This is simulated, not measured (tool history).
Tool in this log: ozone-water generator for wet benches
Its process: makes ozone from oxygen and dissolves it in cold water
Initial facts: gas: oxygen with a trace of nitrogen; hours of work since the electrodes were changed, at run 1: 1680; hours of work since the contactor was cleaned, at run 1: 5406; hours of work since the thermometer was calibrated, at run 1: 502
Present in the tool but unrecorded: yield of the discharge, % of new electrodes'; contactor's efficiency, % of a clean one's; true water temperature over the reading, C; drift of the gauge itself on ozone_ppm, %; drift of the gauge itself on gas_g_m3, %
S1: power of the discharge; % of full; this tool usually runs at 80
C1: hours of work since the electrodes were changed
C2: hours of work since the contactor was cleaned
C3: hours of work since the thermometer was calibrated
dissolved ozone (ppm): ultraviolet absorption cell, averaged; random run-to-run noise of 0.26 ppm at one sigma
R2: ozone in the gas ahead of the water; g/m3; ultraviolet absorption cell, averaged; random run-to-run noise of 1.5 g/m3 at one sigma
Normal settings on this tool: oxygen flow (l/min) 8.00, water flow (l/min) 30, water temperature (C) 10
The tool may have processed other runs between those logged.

Run 1, day 0.000: usual settings; C1 1680; C2 5406; C3 502. Result: dissolved ozone (ppm) 35.9, R2 264.7 g/m3.
Run 2, day 2.625: usual settings but oxygen flow (l/min) 8.59; C1 1725; C2 5451; C3 546. Result: dissolved ozone (ppm) 36.7, R2 262.8 g/m3.
Run 3, day 4.329: usual settings but oxygen flow (l/min) 8.59; C1 1754; C2 5480; C3 576. Result: dissolved ozone (ppm) 36.7, R2 260.4 g/m3.
At day 5.629: contactor cleaned.
Run 4, day 7.412: usual settings but water temperature (C) 6; C1 1804; C2 30; C3 625. Result: dissolved ozone (ppm) 38.8, R2 264.9 g/m3.
Run 5, day 9.129: usual settings but water temperature (C) 6; C1 1833; C2 60; C3 655. Result: dissolved ozone (ppm) 38.4, R2 267.3 g/m3.
Run 6, day 11.221: usual settings but water temperature (C) 6; C1 1869; C2 95; C3 690. Result: dissolved ozone (ppm) 39.3, R2 264.2 g/m3.
Run 7, day 13.138: usual settings but water temperature (C) 6; C1 1902; C2 128; C3 723. Result: dissolved ozone (ppm) 38.0, R2 265.5 g/m3.
Run 8, day 14.858: usual settings but water temperature (C) 6; C1 1931; C2 158; C3 752. Result: dissolved ozone (ppm) 38.4, R2 265.6 g/m3.
Run 9, day 16.717: usual settings but water flow (l/min) 27, water temperature (C) 9; C1 1963; C2 189; C3 784. Result: dissolved ozone (ppm) 40.2, R2 266.2 g/m3.
Run 10, day 18.567: usual settings but S1 44 % of full, water flow (l/min) 27, water temperature (C) 9; C1 1995; C2 221; C3 816. Result: dissolved ozone (ppm) 25.6, R2 167.3 g/m3.
Run 11, day 20.388: usual settings but S1 81 % of full, oxygen flow (l/min) 6.34, water flow (l/min) 39, water temperature (C) 8; C1 2026; C2 252; C3 847. Result: dissolved ozone (ppm) 28.3, R2 290.2 g/m3.
Run 12, day 22.850: usual settings but S1 81 % of full, oxygen flow (l/min) 6.34, water flow (l/min) 39, water temperature (C) 8; C1 2068; C2 294; C3 889. Result: dissolved ozone (ppm) 28.1, R2 288.9 g/m3.

Here are 5 independent what-if runs from the current tool condition. What would each one return?
Run A, day 25.246: usual settings but S1 88 % of full, oxygen flow (l/min) 4.86, water temperature (C) 9; C1 2109; C2 335; C3 930. Result: dissolved ozone (ppm) ?, R2 ?.
Run B, day 25.246: usual settings but S1 69 % of full, oxygen flow (l/min) 6.34, water flow (l/min) 44, water temperature (C) 8; C1 2109; C2 335; C3 930. Result: dissolved ozone (ppm) ?, R2 ?.
Run C, day 25.246: usual settings but S1 74 % of full, oxygen flow (l/min) 6.41, water flow (l/min) 39, water temperature (C) 9; C1 2109; C2 335; C3 930. Result: dissolved ozone (ppm) ?, R2 ?.
Run D, day 25.246: usual settings but S1 42 % of full, oxygen flow (l/min) 6.34, water flow (l/min) 39; C1 2109; C2 335; C3 930. Result: dissolved ozone (ppm) ?, R2 ?.
Run E, day 25.246: usual settings but S1 81 % of full, oxygen flow (l/min) 6.34, water flow (l/min) 39, water temperature (C) 5; C1 2109; C2 335; C3 930. Result: dissolved ozone (ppm) ?, R2 ?.

run  dissolved ozone (ppm)     R2
  A                   33.9  334.7
  B                   22.6  257.8
  C                   26.3  265.9
  D                   17.1  177.6
  E                   28.7  289.1
Without the tool's hidden state the same runs would have given:
run  dissolved ozone (ppm)     R2
  A                   37.4  368.4
  B                   24.6  279.3
  C                   28.7  289.4
  D                   18.1  186.6
  E                   31.6  316.4
